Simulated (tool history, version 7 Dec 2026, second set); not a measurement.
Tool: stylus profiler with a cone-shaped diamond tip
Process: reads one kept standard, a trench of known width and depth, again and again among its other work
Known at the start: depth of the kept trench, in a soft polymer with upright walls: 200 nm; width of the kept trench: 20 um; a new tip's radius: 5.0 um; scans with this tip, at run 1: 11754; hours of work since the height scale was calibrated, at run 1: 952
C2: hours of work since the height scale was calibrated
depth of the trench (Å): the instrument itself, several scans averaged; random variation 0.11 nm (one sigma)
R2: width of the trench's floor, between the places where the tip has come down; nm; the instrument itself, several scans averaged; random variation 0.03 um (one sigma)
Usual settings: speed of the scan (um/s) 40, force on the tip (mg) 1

run 1 hour=0 | speed_of_the_scan_(um/s)=40 force_on_the_tip_(mg)=1 | scans_with_this_tip=11754 C2=952 | depth_of_the_trench_(Å)=2002.4 R2=15080
run 2 hour=25.7 | speed_of_the_scan_(um/s)=40 force_on_the_tip_(mg)=1 | scans_with_this_tip=11941 C2=967 | depth_of_the_trench_(Å)=2004.1 R2=15100
run 3 hour=58.4 | speed_of_the_scan_(um/s)=40 force_on_the_tip_(mg)=1 | scans_with_this_tip=12178 C2=987 | depth_of_the_trench_(Å)=2002.3 R2=15050
run 4 hour=100.2 | speed_of_the_scan_(um/s)=110 force_on_the_tip_(mg)=1 | scans_with_this_tip=12482 C2=1011 | depth_of_the_trench_(Å)=2000.9 R2=14280
run 5 hour=139.3 | speed_of_the_scan_(um/s)=10 force_on_the_tip_(mg)=1 | scans_with_this_tip=12766 C2=1034 | depth_of_the_trench_(Å)=2001.8 R2=15250
run 6 hour=164.3 | speed_of_the_scan_(um/s)=10 force_on_the_tip_(mg)=1 | scans_with_this_tip=12947 C2=1049 | depth_of_the_trench_(Å)=2000.8 R2=15230
run 7 hour=185.7 | speed_of_the_scan_(um/s)=23 force_on_the_tip_(mg)=1 | scans_with_this_tip=13103 C2=1061 | depth_of_the_trench_(Å)=1999 R2=15110
run 8 hour=208.6 | speed_of_the_scan_(um/s)=40 force_on_the_tip_(mg)=1 | scans_with_this_tip=13269 C2=1075 | depth_of_the_trench_(Å)=1999.5 R2=14840
run 9 hour=237.7 | speed_of_the_scan_(um/s)=111 force_on_the_tip_(mg)=1 | scans_with_this_tip=13480 C2=1092 | depth_of_the_trench_(Å)=1999.6 R2=14180
run 10 hour=264.2 | speed_of_the_scan_(um/s)=111 force_on_the_tip_(mg)=1 | scans_with_this_tip=13673 C2=1108 | depth_of_the_trench_(Å)=2000.5 R2=14190
run 11 hour=290.1 | speed_of_the_scan_(um/s)=111 force_on_the_tip_(mg)=1 | scans_with_this_tip=13861 C2=1123 | depth_of_the_trench_(Å)=1998 R2=14100
-- hour=318.3 new tip fitted, height scale calibrated
run 12 hour=330 | speed_of_the_scan_(um/s)=22 force_on_the_tip_(mg)=1 | scans_with_this_tip=85 C2=7 | depth_of_the_trench_(Å)=2008.3 R2=16970
run 13 hour=363.7 | speed_of_the_scan_(um/s)=40 force_on_the_tip_(mg)=1 | scans_with_this_tip=330 C2=27 | depth_of_the_trench_(Å)=2008.6 R2=16730
run 14 hour=402.8 | speed_of_the_scan_(um/s)=40 force_on_the_tip_(mg)=1 | scans_with_this_tip=614 C2=50 | depth_of_the_trench_(Å)=2009 R2=16710
run 15 hour=426.8 | speed_of_the_scan_(um/s)=40 force_on_the_tip_(mg)=1 | scans_with_this_tip=788 C2=64 | depth_of_the_trench_(Å)=2007.8 R2=16600
run 16 hour=453.8 | speed_of_the_scan_(um/s)=40 force_on_the_tip_(mg)=1 | scans_with_this_tip=984 C2=80 | depth_of_the_trench_(Å)=2009.5 R2=16570
run 17 hour=479.2 | speed_of_the_scan_(um/s)=40 force_on_the_tip_(mg)=1 | scans_with_this_tip=1168 C2=95 | depth_of_the_trench_(Å)=2007.6 R2=16540
run 18 hour=506.5 | speed_of_the_scan_(um/s)=40 force_on_the_tip_(mg)=1 | scans_with_this_tip=1367 C2=111 | depth_of_the_trench_(Å)=2010.3 R2=16560
run 19 hour=544.9 | speed_of_the_scan_(um/s)=40 force_on_the_tip_(mg)=1 | scans_with_this_tip=1646 C2=133 | depth_of_the_trench_(Å)=2007.3 R2=16540
run 20 hour=583.4 | speed_of_the_scan_(um/s)=40 force_on_the_tip_(mg)=1 | scans_with_this_tip=1925 C2=156 | depth_of_the_trench_(Å)=2007.4 R2=16440
run 21 hour=615.5 | speed_of_the_scan_(um/s)=40 force_on_the_tip_(mg)=1 | scans_with_this_tip=2158 C2=175 | depth_of_the_trench_(Å)=2005.6 R2=16380
run 22 hour=636.1 | speed_of_the_scan_(um/s)=30 force_on_the_tip_(mg)=1 | scans_with_this_tip=2308 C2=187 | depth_of_the_trench_(Å)=2007 R2=16530
run 23 hour=676 | speed_of_the_scan_(um/s)=72 force_on_the_tip_(mg)=1 | scans_with_this_tip=2597 C2=210 | depth_of_the_trench_(Å)=2008.2 R2=16040
run 24 hour=707.5 | speed_of_the_scan_(um/s)=48 force_on_the_tip_(mg)=2.93 | scans_with_this_tip=2826 C2=229 | depth_of_the_trench_(Å)=2018 R2=16440
run 25 hour=734.8 | speed_of_the_scan_(um/s)=48 force_on_the_tip_(mg)=2.93 | scans_with_this_tip=3024 C2=245 | depth_of_the_trench_(Å)=2016.7 R2=16380
run 26 hour=763.8 | speed_of_the_scan_(um/s)=48 force_on_the_tip_(mg)=2.93 | scans_with_this_tip=3235 C2=262 | depth_of_the_trench_(Å)=2016.6 R2=16320
run 27 hour=801.3 | speed_of_the_scan_(um/s)=48 force_on_the_tip_(mg)=2.93 | scans_with_this_tip=3507 C2=284 | depth_of_the_trench_(Å)=2017.8 R2=16290
run 28 hour=830.6 | speed_of_the_scan_(um/s)=57 force_on_the_tip_(mg)=2.69 | scans_with_this_tip=3720 C2=301 | depth_of_the_trench_(Å)=2014.4 R2=16180
run 29 hour=868.4 | speed_of_the_scan_(um/s)=78 force_on_the_tip_(mg)=0.65 | scans_with_this_tip=3994 C2=324 | depth_of_the_trench_(Å)=2003.6 R2=15480
run 30 hour=907.6 | speed_of_the_scan_(um/s)=78 force_on_the_tip_(mg)=0.65 | scans_with_this_tip=4279 C2=347 | depth_of_the_trench_(Å)=2002.7 R2=15550
run 31 hour=943.5 | speed_of_the_scan_(um/s)=25 force_on_the_tip_(mg)=1.51 | scans_with_this_tip=4540 C2=368 | depth_of_the_trench_(Å)=2008.6 R2=16200
run 32 hour=961.9 | speed_of_the_scan_(um/s)=25 force_on_the_tip_(mg)=1.51 | scans_with_this_tip=4673 C2=379 | depth_of_the_trench_(Å)=2009.8 R2=16230
run 33 hour=1002.7 | speed_of_the_scan_(um/s)=43 force_on_the_tip_(mg)=1.29 | scans_with_this_tip=4970 C2=403 | depth_of_the_trench_(Å)=2005.6 R2=15960
run 34 hour=1031.4 | speed_of_the_scan_(um/s)=43 force_on_the_tip_(mg)=1.29 | scans_with_this_tip=5178 C2=419 | depth_of_the_trench_(Å)=2006.2 R2=15950
run 35 hour=1052.9 | speed_of_the_scan_(um/s)=43 force_on_the_tip_(mg)=1.45 | scans_with_this_tip=5334 C2=432 | depth_of_the_trench_(Å)=2008.3 R2=15930
run 36 hour=1071.4 | speed_of_the_scan_(um/s)=43 force_on_the_tip_(mg)=1.45 | scans_with_this_tip=5468 C2=443 | depth_of_the_trench_(Å)=2007.4 R2=15930
run 37 hour=1096.3 | speed_of_the_scan_(um/s)=43 force_on_the_tip_(mg)=1.45 | scans_with_this_tip=5650 C2=458 | depth_of_the_trench_(Å)=2007.7 R2=15890
run 38 hour=1118 | speed_of_the_scan_(um/s)=42 force_on_the_tip_(mg)=2.38 | scans_with_this_tip=5807 C2=470 | depth_of_the_trench_(Å)=2013.5 R2=15980
run 39 hour=1138.3 | speed_of_the_scan_(um/s)=70 force_on_the_tip_(mg)=1.13 | scans_with_this_tip=5954 C2=482 | depth_of_the_trench_(Å)=2005.4 R2=15550
run 40 hour=1173.9 | speed_of_the_scan_(um/s)=93 force_on_the_tip_(mg)=2.12 | scans_with_this_tip=6213 C2=503 | depth_of_the_trench_(Å)=2009.8 R2=15560
run 41 hour=1194.4 | speed_of_the_scan_(um/s)=93 force_on_the_tip_(mg)=2.12 | scans_with_this_tip=6362 C2=515 | depth_of_the_trench_(Å)=2011.2 R2=15500
run 42 hour=1222.7 | speed_of_the_scan_(um/s)=93 force_on_the_tip_(mg)=2.12 | scans_with_this_tip=6568 C2=532 | depth_of_the_trench_(Å)=2010.5 R2=15550
run 43 hour=1263.5 | speed_of_the_scan_(um/s)=93 force_on_the_tip_(mg)=0.51 | scans_with_this_tip=6863 C2=556 | depth_of_the_trench_(Å)=1998.4 R2=14780
run 44 hour=1299.5 | speed_of_the_scan_(um/s)=140 force_on_the_tip_(mg)=0.4 | scans_with_this_tip=7125 C2=577 | depth_of_the_trench_(Å)=1999 R2=13860
run 45 hour=1334.6 | speed_of_the_scan_(um/s)=140 force_on_the_tip_(mg)=0.4 | scans_with_this_tip=7380 C2=598 | depth_of_the_trench_(Å)=1998.9 R2=13770
run 46 hour=1360.1 | speed_of_the_scan_(um/s)=110 force_on_the_tip_(mg)=0.82 | scans_with_this_tip=7565 C2=613 | depth_of_the_trench_(Å)=2001.8 R2=14760

3 ways to go on from here, each from the tool as it stands after run 46. What would each give?
run A hour=1396.9 | speed_of_the_scan_(um/s)=35 force_on_the_tip_(mg)=0.6 | scans_with_this_tip=7832 C2=634 | depth_of_the_trench_(Å)=? R2=?
run B hour=1396.9 | speed_of_the_scan_(um/s)=75 force_on_the_tip_(mg)=0.39 | scans_with_this_tip=7832 C2=634 | depth_of_the_trench_(Å)=? R2=?
run C hour=1396.9 | speed_of_the_scan_(um/s)=33 force_on_the_tip_(mg)=2.46 | scans_with_this_tip=7832 C2=634 | depth_of_the_trench_(Å)=? R2=?

run=A depth_of_the_trench_(Å)=1999.2 R2=15490
run=B depth_of_the_trench_(Å)=1998.6 R2=14740
run=C depth_of_the_trench_(Å)=2012.2 R2=15750
Without the tool's hidden state the same runs would have given:
run=A depth_of_the_trench_(Å)=2005.3 R2=16730
run=B depth_of_the_trench_(Å)=2004.7 R2=15970
run=C depth_of_the_trench_(Å)=2018.3 R2=16980
